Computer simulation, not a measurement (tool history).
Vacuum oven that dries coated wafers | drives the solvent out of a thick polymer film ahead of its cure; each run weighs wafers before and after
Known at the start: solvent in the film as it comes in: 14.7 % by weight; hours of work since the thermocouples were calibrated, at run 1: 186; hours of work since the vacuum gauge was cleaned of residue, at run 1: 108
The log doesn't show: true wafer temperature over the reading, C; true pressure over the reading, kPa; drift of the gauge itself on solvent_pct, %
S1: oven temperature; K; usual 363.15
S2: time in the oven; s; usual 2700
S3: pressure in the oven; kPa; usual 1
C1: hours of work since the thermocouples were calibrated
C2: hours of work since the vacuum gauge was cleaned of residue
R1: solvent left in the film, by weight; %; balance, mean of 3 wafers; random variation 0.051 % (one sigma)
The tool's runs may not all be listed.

run   hour      S1    S2    S3   C1   C2    R1
  1      0  363.15  2700     1  186  108  2.07
  2   14.7  363.15  4020     1  193  114  0.93
  3     33  363.15  4020     1  201  123  1.02
  4   49.5  363.15  4020     1  209  130  0.99
  5   58.5  363.15  2700     1  213  135  1.98
  6   70.3  363.15  2700     1  218  140  2.12
  7   85.3  363.15  2700     1  225  147  2.08
  8  100.3  372.15  2700     1  232  154  0.67
  9  112.5  372.15  2700     1  238  160  0.72
 10  122.2  349.15  2700     1  242  164  5.77
 11  132.7  349.15  2700     1  247  169  5.74
 12  147.2  349.15  3900     1  254  176  4.26
 13  159.1  349.15  3900     1  259  181  4.15
 14  170.4  363.15  2700  3.04  265  186  2.61

Run 15 comes next. What will it give?
 15  181.7  358.15  2700   1  270  192   ?

R1: 3.14 %
Without the tool's hidden state the same run would have given R1 3.13 %.
